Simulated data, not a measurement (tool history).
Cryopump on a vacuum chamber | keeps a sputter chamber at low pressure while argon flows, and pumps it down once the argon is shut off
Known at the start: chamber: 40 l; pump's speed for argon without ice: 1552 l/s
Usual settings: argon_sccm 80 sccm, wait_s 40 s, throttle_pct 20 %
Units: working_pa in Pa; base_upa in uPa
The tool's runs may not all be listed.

run    hour  argon_sccm  wait_s  throttle_pct  working_pa  base_upa
  1       0          80      40            20      0.4555      2.18
  2    53.8          80      40            20      0.4635      2.24
  3    94.2          80      40            20      0.4621      2.26
  4   137.3          80      40            20      0.4625      2.32
  5   164.2          80      40            20      0.4668      2.33
  6   190.3          80      40            20      0.4697      2.31
  7     215          80      40            20      0.4718      2.41
  8   244.5          80      40            20      0.4752      2.42
  9   295.4          80      40            20      0.4787      2.44
 10   323.1          80      22            20      0.4835      3.86
      356.3  -- pump warmed up, emptied and cooled again
 11     358          80      22            20      0.4354      3.55
 12   394.8          80      22            20      0.4382      3.49
 13   434.5          50      40            20      0.2763      2.28
 14   464.2          80      40            20      0.4419      2.26
 15   521.7          80      40            22       0.406      2.31
 16   561.8          80      40            22      0.4111      2.39
 17   614.1          85      40            20      0.4788       2.5
 18   664.9          45      62            20      0.2566      1.96
 19   706.5          32     198            20      0.1829      1.28
 20     735          91     198            49       0.229      1.38
 21   769.4          91     198            49      0.2326      1.37
 22   821.3         119     156            30      0.4761      1.48
 23     869         119     156            30       0.479       1.6
 24   915.8         119     156            30      0.4881       1.7
 25     941         119     156            30      0.4947      1.74
 26   975.7          37      68            45      0.1101       2.3
     1021.5  -- pump warmed up, emptied and cooled again
 27  1031.5          37      68            45       0.091      1.91
 28  1090.1         116      23            20      0.6382      3.77
 29  1130.3          80     118            44      0.2064      1.61
 30  1184.8          80      28            40      0.2292      3.39
 31  1213.9         155      28            40      0.4452      3.45
 32  1249.3          84     151            22       0.433       1.6
 33  1293.8          33      40            36      0.1068      2.87

3 ways to go on from here, each from the tool as it stands after run 33. What would each give?
  A  1351.5          75     225            20           ?         ?
  B  1351.5         118      82            43           ?         ?
  C  1351.5          80     111            20           ?         ?

run  working_pa  base_upa
  A      0.4293      1.57
  B      0.3295      2.12
  C      0.4544      1.91
Without the tool's hidden state the same runs would have given:
run  working_pa  base_upa
  A      0.4096      0.46
  B      0.2985      0.99
  C      0.4335      0.79
